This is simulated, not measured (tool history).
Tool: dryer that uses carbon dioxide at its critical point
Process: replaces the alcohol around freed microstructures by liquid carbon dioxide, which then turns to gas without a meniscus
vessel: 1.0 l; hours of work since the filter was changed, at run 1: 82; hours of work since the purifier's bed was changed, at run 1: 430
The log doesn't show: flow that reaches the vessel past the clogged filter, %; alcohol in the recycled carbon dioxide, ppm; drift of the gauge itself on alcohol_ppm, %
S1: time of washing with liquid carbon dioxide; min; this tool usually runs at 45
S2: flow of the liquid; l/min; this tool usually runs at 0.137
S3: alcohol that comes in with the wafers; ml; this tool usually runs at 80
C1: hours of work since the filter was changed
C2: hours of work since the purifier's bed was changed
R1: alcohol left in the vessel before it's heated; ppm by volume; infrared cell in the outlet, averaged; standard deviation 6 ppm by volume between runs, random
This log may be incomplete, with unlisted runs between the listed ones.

run,hour,S1,S2,S3,C1,C2,R1
1,0,45,0.137,80,82,430,419
2,10.1,45,0.137,80,88,436,418
3,19,45,0.137,80,94,442,438
4,33.2,45,0.114,80,103,451,926
5,50.3,45,0.137,80,114,462,476
6,70.9,45,0.137,80,127,475,494
7,80.5,45,0.137,80,133,482,479
8,101.2,45,0.137,80,147,495,526
9,121.5,45,0.137,80,160,508,522
10,136.2,45,0.137,116,169,517,743
11,153.9,46,0.147,40,180,529,271
# hour 166: inlet filter changed
12,173,45,0.137,50,5,540,285
13,188.7,45,0.137,50,15,550,308
14,209.1,45,0.137,50,28,563,317

Selected run-to-run steps in R1, each split into two signed amounts: the part the tool would show with no hidden state at all (from settings, incoming material and random variation), and the remainder, which goes to the hidden state together with any gauge scatter not common to the measured and the hidden-state-free results:
Run 3 -> 4: S2 0.137 -> 0.114. R1 +488 ppm by volume: hidden state +122, all else +366.
Run 10 -> 11: S1 45 -> 46, S2 0.137 -> 0.147, S3 116 -> 40. R1 -472 ppm by volume: hidden state -207, all else -265.
